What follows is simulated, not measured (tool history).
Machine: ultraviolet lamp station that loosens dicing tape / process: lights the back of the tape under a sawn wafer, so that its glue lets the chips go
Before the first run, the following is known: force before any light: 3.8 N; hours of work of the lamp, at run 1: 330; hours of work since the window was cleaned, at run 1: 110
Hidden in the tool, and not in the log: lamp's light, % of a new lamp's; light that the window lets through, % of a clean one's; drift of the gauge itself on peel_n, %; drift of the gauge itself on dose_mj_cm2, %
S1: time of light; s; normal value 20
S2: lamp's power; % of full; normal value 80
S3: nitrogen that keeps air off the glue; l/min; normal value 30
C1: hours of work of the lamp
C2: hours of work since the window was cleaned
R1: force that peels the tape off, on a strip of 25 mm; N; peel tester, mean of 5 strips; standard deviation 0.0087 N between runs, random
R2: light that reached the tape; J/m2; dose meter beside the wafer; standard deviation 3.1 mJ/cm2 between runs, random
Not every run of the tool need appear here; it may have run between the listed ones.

Run 1, day 0.000: usual settings; C1 330; C2 110. Result: R1 0.341 N, R2 4640 J/m2.
Run 2, day 0.667: usual settings but S2 65 % of full; C1 339; C2 118. Result: R1 0.550 N, R2 3790 J/m2.
Run 3, day 1.354: usual settings; C1 348; C2 127. Result: R1 0.365 N, R2 4650 J/m2.
Run 4, day 1.812: usual settings but S3 14 l/min; C1 354; C2 133. Result: R1 0.537 N, R2 4630 J/m2.
Run 5, day 2.162: usual settings; C1 358; C2 138. Result: R1 0.355 N, R2 4670 J/m2.
Run 6, day 2.925: usual settings; C1 368; C2 147. Result: R1 0.352 N, R2 4710 J/m2.
Run 7, day 3.754: usual settings; C1 379; C2 158. Result: R1 0.350 N, R2 4630 J/m2.
Run 8, day 4.354: usual settings but S1 35 s; C1 387; C2 166. Result: R1 0.109 N, R2 8120 J/m2.
Run 9, day 4.967: usual settings but S1 35 s; C1 394; C2 174. Result: R1 0.111 N, R2 8170 J/m2.
Run 10, day 5.438: usual settings but S1 35 s; C1 401; C2 180. Result: R1 0.101 N, R2 8200 J/m2.
Run 11, day 5.842: usual settings but S1 35 s; C1 406; C2 185. Result: R1 0.107 N, R2 8170 J/m2.
Run 12, day 6.338: usual settings but S2 78 % of full; C1 412; C2 191. Result: R1 0.372 N, R2 4530 J/m2.
Run 13, day 6.862: usual settings but S2 78 % of full; C1 419; C2 198. Result: R1 0.368 N, R2 4580 J/m2.
Run 14, day 7.671: usual settings but S2 78 % of full; C1 429; C2 209. Result: R1 0.369 N, R2 4530 J/m2.
Run 15, day 8.129: usual settings but S2 73 % of full; C1 435; C2 215. Result: R1 0.424 N, R2 4190 J/m2.
Run 16, day 8.500: usual settings but S2 73 % of full; C1 440; C2 219. Result: R1 0.435 N, R2 4190 J/m2.
Run 17, day 9.225: usual settings but S2 73 % of full; C1 449; C2 229. Result: R1 0.429 N, R2 4240 J/m2.
Run 18, day 9.721: usual settings; C1 456; C2 235. Result: R1 0.352 N, R2 4690 J/m2.
Run 19, day 10.575: usual settings but S2 85 % of full; C1 467; C2 246. Result: R1 0.301 N, R2 4910 J/m2.
Run 20, day 11.404: usual settings but S2 85 % of full; C1 477; C2 257. Result: R1 0.312 N, R2 4900 J/m2.
Run 21, day 11.975: usual settings but S2 85 % of full; C1 485; C2 264. Result: R1 0.308 N, R2 4900 J/m2.
Run 22, day 12.608: usual settings but S2 85 % of full; C1 493; C2 272. Result: R1 0.319 N, R2 4950 J/m2.
Run 23, day 13.154: usual settings but S2 90 % of full; C1 500; C2 279. Result: R1 0.281 N, R2 5260 J/m2.
Run 24, day 13.950: usual settings but S2 90 % of full; C1 510; C2 290. Result: R1 0.267 N, R2 5210 J/m2.
At day 14.671: window cleaned of glue's vapour.
Run 25, day 14.792: usual settings but S1 13 s, S2 77 % of full, S3 41 l/min; C1 521; C2 2. Result: R1 0.734 N, R2 2890 J/m2.
Run 26, day 15.629: usual settings but S1 11 s, S2 76 % of full; C1 532; C2 12. Result: R1 1.065 N, R2 2390 J/m2.
Run 27, day 15.979: usual settings but S1 27 s, S2 91 % of full, S3 51 l/min; C1 536; C2 17. Result: R1 0.109 N, R2 7210 J/m2.
Run 28, day 16.517: usual settings but S1 27 s, S2 91 % of full, S3 51 l/min; C1 543; C2 24. Result: R1 0.100 N, R2 7200 J/m2.
Run 29, day 17.308: usual settings but S1 21 s, S2 73 % of full, S3 47 l/min; C1 553; C2 34. Result: R1 0.325 N, R2 4450 J/m2.
Run 30, day 18.046: usual settings but S1 23 s, S2 61 % of full, S3 15 l/min; C1 563; C2 44. Result: R1 0.646 N, R2 4080 J/m2.
Run 31, day 18.404: usual settings but S1 23 s, S2 61 % of full, S3 15 l/min; C1 567; C2 48. Result: R1 0.675 N, R2 4100 J/m2.
Run 32, day 19.258: usual settings but S2 66 % of full; C1 578; C2 59. Result: R1 0.514 N, R2 3800 J/m2.
Run 33, day 19.929: usual settings but S1 32 s, S3 11 l/min; C1 587; C2 68. Result: R1 0.236 N, R2 7430 J/m2.
Run 34, day 20.583: usual settings but S1 32 s, S3 11 l/min; C1 596; C2 76. Result: R1 0.235 N, R2 7370 J/m2.
Run 35, day 20.942: usual settings but S1 32 s, S3 11 l/min; C1 600; C2 81. Result: R1 0.241 N, R2 7440 J/m2.
Run 36, day 21.758: usual settings but S1 32 s, S2 73 % of full, S3 15 l/min; C1 611; C2 91. Result: R1 0.248 N, R2 6770 J/m2.
Run 37, day 22.379: usual settings but S1 32 s, S2 73 % of full, S3 15 l/min; C1 619; C2 99. Result: R1 0.230 N, R2 6770 J/m2.
Run 38, day 23.017: usual settings but S3 10 l/min; C1 627; C2 108. Result: R1 0.659 N, R2 4660 J/m2.
Run 39, day 23.650: usual settings but S1 26 s, S2 79 % of full, S3 17 l/min; C1 635; C2 116. Result: R1 0.284 N, R2 5990 J/m2.
Run 40, day 24.392: usual settings but S1 26 s, S2 79 % of full, S3 17 l/min; C1 645; C2 125. Result: R1 0.297 N, R2 5950 J/m2.
Run 41, day 25.229: usual settings but S3 57 l/min; C1 655; C2 136. Result: R1 0.262 N, R2 4660 J/m2.
Run 42, day 25.638: usual settings but S1 33 s, S3 57 l/min; C1 661; C2 141. Result: R1 0.106 N, R2 7700 J/m2.

Branching from run 42: 4 alternative next runs. What would each branch give?
Run A, day 26.396: usual settings but S1 33 s, S2 88 % of full, S3 25 l/min; C1 670; C2 151. Result: R1 ?, R2 ?.
Run B, day 26.396: usual settings but S1 18 s, S2 71 % of full, S3 20 l/min; C1 670; C2 151. Result: R1 ?, R2 ?.
Run C, day 26.396: usual settings but S1 38 s, S2 62 % of full, S3 11 l/min; C1 670; C2 151. Result: R1 ?, R2 ?.
Run D, day 26.396: usual settings but S1 33 s, S3 27 l/min; C1 670; C2 151. Result: R1 ?, R2 ?.

run     R1    R2
  A  0.113  8450
  B  0.645  3740
  C  0.291  6900
  D  0.129  7640
With the hidden condition removed and each run's random variation left untouched, the same runs would have given:
run     R1    R2
  A  0.113  8460
  B  0.644  3740
  C  0.290  6910
  D  0.129  7650
